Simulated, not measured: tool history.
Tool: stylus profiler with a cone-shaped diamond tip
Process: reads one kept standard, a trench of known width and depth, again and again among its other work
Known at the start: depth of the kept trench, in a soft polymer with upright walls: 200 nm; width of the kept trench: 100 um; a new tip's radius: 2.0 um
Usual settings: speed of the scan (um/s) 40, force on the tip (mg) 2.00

run    hour  speed of the scan (um/s)  force on the tip (mg)  depth of the trench (Å)  width of the trench's floor (µm)
  1     0.0                        40                   2.00                   2019.1                             97.97
  2    30.8                        40                   2.00                   2018.7                             97.93
  3    86.8                        40                   0.77                   2011.3                             97.84
  4   126.9                        40                   2.00                   2020.5                             97.90
  5   185.1                        40                   2.00                   2019.9                             97.85
  6   219.3                        40                   1.33                   2015.0                             97.84
  7   280.3                        40                   1.33                   2016.2                             97.76
  8   318.0                        40                   2.00                   2020.0                             97.81
  9   351.8                        40                   2.00                   2020.9                             97.80
 10   423.0                        40                   2.00                   2021.1                             97.75
 11   469.6                        40                   2.00                   2020.9                             97.75
 12   507.5                        40                   1.80                   2020.5                             97.72
 13   569.9                        40                   1.80                   2019.9                             97.70
 14   613.1                        40                   2.00                   2022.0                             97.72
 15   664.4                        40                   2.00                   2021.7                             97.69
 16   730.2                        40                   2.00                   2022.2                             97.67
 17   802.0                        40                   2.00                   2015.7                             97.59
 18   868.9                        40                   0.88                   2011.1                             97.56
 19   899.5                        40                   2.00                   2016.8                             97.53
 20   940.6                        40                   2.00                   2016.7                             97.59
 21   983.1                        40                   2.00                   2017.5                             97.52
 22  1041.0                        40                   2.00                   2017.4                             97.50
 23  1090.9                        58                   2.00                   2017.1                             97.41
 24  1121.6                        58                   2.00                   2017.5                             97.42
 25  1170.2                        28                   1.03                   2012.3                             97.47
 26  1244.2                       114                   0.71                   2009.3                             96.94
 27  1283.7                       137                   0.71                   2011.4                             96.86
 28  1330.5                        13                   1.42                   2015.7                             97.50
 29  1399.6                        18                   2.29                   2020.9                             97.46
 30  1452.7                        32                   1.31                   2015.6                             97.39
 31  1498.7                        99                   0.71                   2011.0                             96.98
 32  1547.9                        99                   0.71                   2011.5                             96.95
 33  1580.8                        40                   3.27                   2026.3                             97.38
 34  1643.6                        40                   3.27                   2027.1                             97.31
 35  1702.4                        11                   1.03                   2015.7                             97.29
 36  1768.1                       133                   1.09                   2016.1                             96.79
 37  1813.4                       133                   1.09                   2014.6                             96.79
 38  1877.4                        23                   3.79                   2030.7                             97.26
 39  1922.6                        23                   3.79                   2031.5                             97.27
 40  1965.9                       125                   1.35                   2012.1                             96.81
 41  2027.0                       125                   1.35                   2013.9                             97.75
 42  2080.6                       145                   1.33                   2014.1                             97.66
 43  2122.6                        18                   4.48                   2030.0                             98.17
 44  2192.0                       122                   1.01                   2012.3                             97.67
 45  2258.1                        14                   1.24                   2014.9                             98.04
 46  2322.8                        35                   0.97                   2013.1                             97.90
 47  2368.5                        28                   1.22                   2014.3                             97.94

Not shown: 3 entries that the log had between the listed runs. Between which runs, and how does the tool's hidden state differ before and after?
Between runs 16 and 17: height scale calibrated on a step standard (hour 775.0)
  radius of the tip, um: 3.27 -> 3.35; height scale over the true one, %: 0.285 -> -0.005
  measured less the result without the state, depth of the trench (Å): +5.8 -> -0.1; width of the trench's floor (µm): -0.51 -> -0.54
Between runs 39 and 40: height scale calibrated on a step standard (hour 1929.7)
  radius of the tip, um: 4.64 -> 4.69; height scale over the true one, %: 0.265 -> -0.057
  measured less the result without the state, depth of the trench (Å): +5.3 -> -1.1; width of the trench's floor (µm): -0.95 -> -0.96
Between runs 40 and 41: new tip fitted, height scale calibrated (hour 1997.9)
  radius of the tip, um: 4.69 -> 2.1; height scale over the true one, %: -0.057 -> 0.056
  measured less the result without the state, depth of the trench (Å): -1.1 -> +1.2; width of the trench's floor (µm): -0.96 -> -0.05

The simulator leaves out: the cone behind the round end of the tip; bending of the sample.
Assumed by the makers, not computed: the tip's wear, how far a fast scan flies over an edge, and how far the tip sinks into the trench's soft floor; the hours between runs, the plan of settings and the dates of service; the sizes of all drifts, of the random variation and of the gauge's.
